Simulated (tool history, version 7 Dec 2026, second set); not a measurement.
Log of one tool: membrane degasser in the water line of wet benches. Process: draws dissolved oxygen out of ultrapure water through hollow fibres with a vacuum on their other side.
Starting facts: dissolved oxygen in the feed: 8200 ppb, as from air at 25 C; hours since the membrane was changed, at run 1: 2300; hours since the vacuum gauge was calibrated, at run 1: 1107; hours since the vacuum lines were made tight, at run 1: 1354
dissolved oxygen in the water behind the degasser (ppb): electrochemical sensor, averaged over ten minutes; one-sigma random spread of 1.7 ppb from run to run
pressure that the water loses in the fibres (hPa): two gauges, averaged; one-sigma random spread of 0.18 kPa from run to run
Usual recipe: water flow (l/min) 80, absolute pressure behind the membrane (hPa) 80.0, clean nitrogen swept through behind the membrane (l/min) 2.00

run,hour,water flow (l/min),absolute pressure behind the membrane (hPa),clean nitrogen swept through behind the membrane (l/min),hours since the membrane was changed,hours since the vacuum gauge was calibrated,hours since the vacuum lines were made tight,dissolved oxygen in the water behind the degasser (ppb),pressure that the water loses in the fibres (hPa)
1,0.0,80,80.0,2.00,2300,1107,1354,378.4,317.9
2,50.6,80,80.0,2.00,2351,1157,1405,375.5,319.7
3,131.3,57,80.0,2.00,2431,1238,1485,282.8,227.3
4,190.7,57,80.0,2.00,2491,1297,1545,282.5,230.4
5,250.9,57,80.0,2.00,2551,1357,1605,280.5,226.8
6,303.1,80,82.1,2.00,2603,1410,1657,388.8,321.0
7,380.3,80,82.1,2.00,2680,1487,1734,390.7,322.9
8,460.8,80,82.1,2.00,2761,1567,1815,387.7,323.0
9,522.1,80,82.1,2.00,2822,1629,1876,385.9,319.7
10,604.6,80,82.1,2.00,2905,1711,1959,390.6,318.8
11,653.7,80,80.0,2.00,2954,1760,2008,372.8,323.2
12,696.4,57,80.0,2.00,2997,1803,2051,282.4,231.3
13,778.3,57,80.0,2.00,3078,1885,2132,280.0,231.4
14,842.3,57,80.0,2.00,3142,1949,2197,281.1,228.3
15,902.1,57,80.0,2.00,3202,2009,2256,279.9,227.2
16,941.8,57,80.0,2.00,3242,2048,2296,280.2,229.8
17,1010.9,80,80.0,2.00,3311,2117,2365,369.4,321.2
18,1087.8,80,80.0,2.65,3388,2194,2442,298.8,321.9
19,1125.8,102,182.2,2.00,3426,2232,2480,1273.6,407.1
20,1167.8,91,80.0,1.44,3468,2274,2522,522.4,368.5
21,1223.2,53,80.0,1.19,3523,2330,2577,398.8,215.4
22,1281.7,124,89.4,1.48,3582,2388,2636,774.3,497.5
23,1340.5,124,89.4,1.48,3641,2447,2695,775.9,497.7
24,1421.5,124,89.4,1.48,3722,2528,2776,774.4,497.8
25,1488.9,124,89.4,1.48,3789,2596,2843,769.5,496.7
26,1536.5,77,80.0,1.13,3837,2643,2891,537.0,308.7
27,1622.2,53,80.0,1.28,3922,2729,2976,372.9,209.5
28,1696.3,53,80.0,1.28,3996,2803,3050,372.9,212.9
29,1745.0,59,103.5,1.10,4045,2852,3099,661.0,239.5
30,1832.2,80,141.6,2.00,4132,2939,3186,802.5,320.7
31,1873.0,80,141.6,2.00,4173,2980,3227,796.2,323.0
32,1915.6,79,141.6,2.00,4216,3022,3270,789.5,317.1
33,1991.7,79,128.4,3.42,4292,3098,3346,459.3,315.0

Some steps in dissolved oxygen in the water behind the degasser (ppb), run to run, broken into two amounts with sign: the step expected even without the hidden condition (settings, incoming material, random variation), and the rest, left for the hidden condition together with whatever gauge scatter is not in both the measured and the hidden-condition-free result:
The hidden state here: membrane still open, %; true pressure behind the membrane over the reading, kPa; air that leaks in behind the membrane, l/min; drift of the gauge itself on oxygen_ppb, %; drift of the gauge itself on loss_of_pressure_kpa, %.
Run 18 -> 19: water flow (l/min) 80 -> 102, absolute pressure behind the membrane (hPa) 80.0 -> 182.2, clean nitrogen swept through behind the membrane (l/min) 2.65 -> 2.00. dissolved oxygen in the water behind the degasser (ppb) +974.8: hidden state -11.8, all else +986.6.
Run 19 -> 20: water flow (l/min) 102 -> 91, absolute pressure behind the membrane (hPa) 182.2 -> 80.0, clean nitrogen swept through behind the membrane (l/min) 2.00 -> 1.44. dissolved oxygen in the water behind the degasser (ppb) -751.2: hidden state +8.8, all else -760.0.
Run 21 -> 22: water flow (l/min) 53 -> 124, absolute pressure behind the membrane (hPa) 80.0 -> 89.4, clean nitrogen swept through behind the membrane (l/min) 1.19 -> 1.48. dissolved oxygen in the water behind the degasser (ppb) +375.5: hidden state -5.3, all else +380.8.
Run 32 -> 33: absolute pressure behind the membrane (hPa) 141.6 -> 128.4, clean nitrogen swept through behind the membrane (l/min) 2.00 -> 3.42. dissolved oxygen in the water behind the degasser (ppb) -330.2: hidden state +6.3, all else -336.5.

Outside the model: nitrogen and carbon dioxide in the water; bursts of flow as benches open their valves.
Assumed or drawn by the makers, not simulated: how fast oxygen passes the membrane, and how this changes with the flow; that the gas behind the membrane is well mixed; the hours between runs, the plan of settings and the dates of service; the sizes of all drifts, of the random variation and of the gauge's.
